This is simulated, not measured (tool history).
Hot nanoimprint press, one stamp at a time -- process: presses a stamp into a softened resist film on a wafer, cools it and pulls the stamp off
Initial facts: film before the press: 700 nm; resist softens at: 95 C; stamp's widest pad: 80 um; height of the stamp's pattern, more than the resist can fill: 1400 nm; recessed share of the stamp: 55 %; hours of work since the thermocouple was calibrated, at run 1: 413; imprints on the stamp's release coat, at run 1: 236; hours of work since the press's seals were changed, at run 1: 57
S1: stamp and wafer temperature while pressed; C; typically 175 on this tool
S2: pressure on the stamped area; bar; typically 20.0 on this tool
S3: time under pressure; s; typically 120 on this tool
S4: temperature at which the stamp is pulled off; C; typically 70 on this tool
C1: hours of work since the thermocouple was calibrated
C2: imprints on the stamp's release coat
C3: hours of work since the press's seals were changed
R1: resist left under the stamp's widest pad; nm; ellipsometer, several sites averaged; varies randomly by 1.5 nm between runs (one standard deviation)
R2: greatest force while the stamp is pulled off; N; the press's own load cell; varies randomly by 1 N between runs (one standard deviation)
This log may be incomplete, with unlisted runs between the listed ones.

run,hour,S1,S2,S3,S4,C1,C2,C3,R1,R2
1,0.0,175,20.0,120,70,413,236,57,356.1,197
# hour 28.9: plate thermocouple calibrated
2,51.8,175,20.0,120,70,14,424,88,335.7,198
3,78.9,175,20.0,120,70,31,528,105,333.8,201
# hour 93.8: stamp cleaned and given a new release coat
4,133.3,175,20.0,120,70,62,152,136,335.6,194
5,162.8,175,20.0,120,70,80,265,154,341.8,194
6,211.3,167,20.0,120,70,111,452,185,468.0,200
# hour 248.4: stamp cleaned and given a new release coat
7,266.6,167,20.0,120,70,142,70,215,470.0,188
8,306.3,165,20.0,120,70,167,223,240,503.1,195
9,338.5,175,14.6,120,70,187,346,261,386.9,199
10,382.3,176,20.0,120,70,215,514,288,332.1,205
# hour 403.8: stamp cleaned and given a new release coat
11,414.2,176,20.0,120,70,231,40,305,333.7,190
12,451.2,176,20.0,120,70,254,182,328,333.8,195
13,477.7,175,20.0,120,70,271,284,344,347.5,196
14,506.9,175,20.0,120,70,289,396,363,349.2,200
# hour 556.0: stamp cleaned and given a new release coat
15,562.3,175,20.0,120,70,320,24,394,352.1,190
16,598.7,175,20.0,130,61,343,164,417,344.9,213
17,626.4,166,20.0,130,70,360,270,434,491.0,196
18,657.4,174,15.1,129,69,380,389,454,401.3,200
19,686.5,174,15.1,129,69,398,501,472,404.8,204
# hour 710.5: stamp cleaned and given a new release coat
20,738.0,169,12.3,120,70,427,106,501,522.0,193
# hour 745.4: plate thermocouple calibrated
21,775.6,175,15.1,81,70,19,239,522,432.7,196
22,813.6,175,15.1,81,70,43,385,546,427.7,197
23,854.2,175,15.1,81,74,68,541,572,429.6,193
# hour 867.5: stamp cleaned and given a new release coat
24,887.4,175,15.1,63,64,85,76,589,467.3,201
25,921.1,175,15.1,63,64,107,206,610,466.3,205
26,944.6,175,19.6,63,56,121,296,625,427.9,224
27,967.0,175,19.6,63,56,136,382,639,430.7,223
# hour 1020.4: stamp cleaned and given a new release coat
28,1020.4,175,19.6,63,56,165,0,669,430.5,214
29,1067.1,182,19.6,63,56,195,179,698,329.0,217

Hidden state at the last listed run before each entry between runs and at the first one after, where it differs:
From run 1 to run 2: plate thermocouple calibrated (hour 28.9)
  true temperature over the reading, C: -1.39 -> 0.03; pressure that arrives at the usual setting, %: 99.88 -> 99.74; grip of the stamp's worn release coat, % over a new coat's: 3.1 -> 5.7
  measured result minus the result with no hidden state, R1: +21.2 -> -0.2 nm; R2: +8 -> +10 N
From run 3 to run 4: stamp cleaned and given a new release coat (hour 93.8)
  true temperature over the reading, C: -0.03 -> -0.13; pressure that arrives at the usual setting, %: 99.67 -> 99.54; grip of the stamp's worn release coat, % over a new coat's: 7.1 -> 2
  measured result minus the result with no hidden state, R1: +0.9 -> +2.5 nm; R2: +13 -> +4 N
From run 6 to run 7: stamp cleaned and given a new release coat (hour 248.4)
  true temperature over the reading, C: -0.29 -> -0.4; pressure that arrives at the usual setting, %: 99.31 -> 99.18; grip of the stamp's worn release coat, % over a new coat's: 6.1 -> 0.9
  measured result minus the result with no hidden state, R1: +5.9 -> +7.9 nm; R2: +12 -> +2 N
From run 10 to run 11: stamp cleaned and given a new release coat (hour 403.8)
  true temperature over the reading, C: -0.64 -> -0.7; pressure that arrives at the usual setting, %: 98.85 -> 98.78; grip of the stamp's worn release coat, % over a new coat's: 6.9 -> 0.5
  measured result minus the result with no hidden state, R1: +10.9 -> +11.9 nm; R2: +14 -> +2 N
From run 14 to run 15: stamp cleaned and given a new release coat (hour 556.0)
  true temperature over the reading, C: -0.89 -> -1; pressure that arrives at the usual setting, %: 98.5 -> 98.36; grip of the stamp's worn release coat, % over a new coat's: 5.3 -> 0.3
  measured result minus the result with no hidden state, R1: +15.6 -> +17.4 nm; R2: +12 -> +2 N
From run 19 to run 20: stamp cleaned and given a new release coat (hour 710.5)
  true temperature over the reading, C: -1.26 -> -1.36; pressure that arrives at the usual setting, %: 97.99 -> 97.86; grip of the stamp's worn release coat, % over a new coat's: 6.7 -> 1.4
  measured result minus the result with no hidden state, R1: +22.3 -> +22.3 nm; R2: +15 -> +5 N
From run 20 to run 21: plate thermocouple calibrated (hour 745.4)
  true temperature over the reading, C: -1.36 -> -0.02; pressure that arrives at the usual setting, %: 97.86 -> 97.76; grip of the stamp's worn release coat, % over a new coat's: 1.4 -> 3.2
  measured result minus the result with no hidden state, R1: +22.3 -> +3.0 nm; R2: +5 -> +7 N
From run 23 to run 24: stamp cleaned and given a new release coat (hour 867.5)
  true temperature over the reading, C: -0.18 -> -0.25; pressure that arrives at the usual setting, %: 97.53 -> 97.45; grip of the stamp's worn release coat, % over a new coat's: 7.3 -> 1
  measured result minus the result with no hidden state, R1: +5.7 -> +6.7 nm; R2: +14 -> +3 N
From run 27 to run 28: stamp cleaned and given a new release coat (hour 1020.4)
  true temperature over the reading, C: -0.42 -> -0.52; pressure that arrives at the usual setting, %: 97.24 -> 97.09; grip of the stamp's worn release coat, % over a new coat's: 5.1 -> 0
  measured result minus the result with no hidden state, R1: +10.8 -> +12.5 nm; R2: +11 -> +1 N
